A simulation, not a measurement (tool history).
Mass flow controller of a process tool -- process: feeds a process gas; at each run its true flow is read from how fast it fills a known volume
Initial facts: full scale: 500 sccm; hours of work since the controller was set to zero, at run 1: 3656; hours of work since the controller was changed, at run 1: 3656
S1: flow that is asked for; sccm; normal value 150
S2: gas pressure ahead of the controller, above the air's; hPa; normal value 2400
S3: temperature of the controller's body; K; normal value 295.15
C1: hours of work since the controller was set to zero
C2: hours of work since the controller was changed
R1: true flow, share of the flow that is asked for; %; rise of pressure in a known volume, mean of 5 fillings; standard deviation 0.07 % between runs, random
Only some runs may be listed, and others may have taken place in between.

run,hour,S1,S2,S3,C1,C2,R1
1,0,150,2400,295.15,3656,3656,97.58
2,289.3,150,2400,295.15,3784,3784,97.62
3,490.8,150,2400,302.15,3874,3874,98.32
4,737.6,150,2400,302.15,3984,3984,98.4
5,914.5,240,2400,295.15,4063,4063,98.32
6,1087.7,240,2400,295.15,4140,4140,98.23
7,1382.6,240,2400,295.15,4271,4271,98.25
8,1520.7,240,2400,295.15,4333,4333,98.29
9,1843.8,150,2400,295.15,4476,4476,97.61
10,2059.8,150,2400,295.15,4573,4573,97.7
11,2249.4,150,2400,295.15,4657,4657,97.57
# hour 2349: controller's zero set anew
12,2458,150,2400,296.15,49,4750,97.91
13,2668.8,150,2400,296.15,142,4844,97.79
14,2975.2,150,2400,294.15,279,4980,97.57
15,3173,150,2400,294.15,367,5068,97.44
16,3417.5,150,2400,294.15,476,5177,97.54
17,3734.3,150,2400,294.15,617,5318,97.58
18,3894.8,150,2400,294.15,688,5389,97.58
19,4035.4,150,2400,294.15,751,5452,97.54
20,4308.3,150,2400,294.15,872,5574,97.67
21,4575,150,2400,294.15,991,5692,97.48
22,4777.3,150,2400,294.15,1081,5782,97.43
23,4990,150,2400,294.15,1176,5877,97.49
24,5255.8,150,1710,295.15,1294,5995,97.16
25,5593.1,150,1710,295.15,1444,6146,97.2
26,5779.4,68,1810,295.15,1527,6229,96.55
27,6029,68,1810,295.15,1639,6340,96.76
28,6196.4,102,2220,295.15,1713,6414,97.16
29,6474.6,102,2220,295.15,1837,6538,97.23
30,6767,161,2400,295.15,1967,6668,97.75
31,7033,56,2400,295.15,2086,6787,96.96
32,7194.7,56,2400,295.15,2158,6859,97.06
33,7441.2,376,1420,295.15,2267,6968,98.54
34,7619.6,50,2530,296.15,2347,7048,97.13
35,7938,50,2530,296.15,2488,7190,97.04
36,8266.2,50,2530,296.15,2635,7336,97.15
37,8552.6,50,2530,311.15,2762,7463,98.87
38,8742.4,50,2530,311.15,2847,7548,98.9
39,9055.3,323,2400,295.15,2986,7687,98.72
40,9287.9,150,2400,307.15,3090,7791,99
41,9615.4,150,1770,300.15,3235,7937,97.79
42,9923.9,150,1770,300.15,3373,8074,97.79
43,10142.4,150,2190,305.15,3470,8171,98.75
44,10337.6,150,2190,305.15,3557,8258,98.63
45,10555.3,150,2190,305.15,3654,8355,98.55
46,10777.7,150,2190,305.15,3753,8454,98.65
47,11053.4,150,2190,305.15,3876,8577,98.58
48,11257.6,150,2190,305.15,3967,8668,98.6
49,11492.5,56,2750,296.15,4071,8772,97.35

Here are 3 independent what-if runs from the current tool condition. What would each one return?
A,11772,56,2750,300.15,4196,8897,?
B,11772,67,1740,303.15,4196,8897,?
C,11772,93,2410,296.15,4196,8897,?

run,R1
A,97.68
B,97.57
C,97.37
Stripped of hidden state, with their random variation kept, the same runs would have yielded:
run,R1
A,97.73
B,97.61
C,97.4
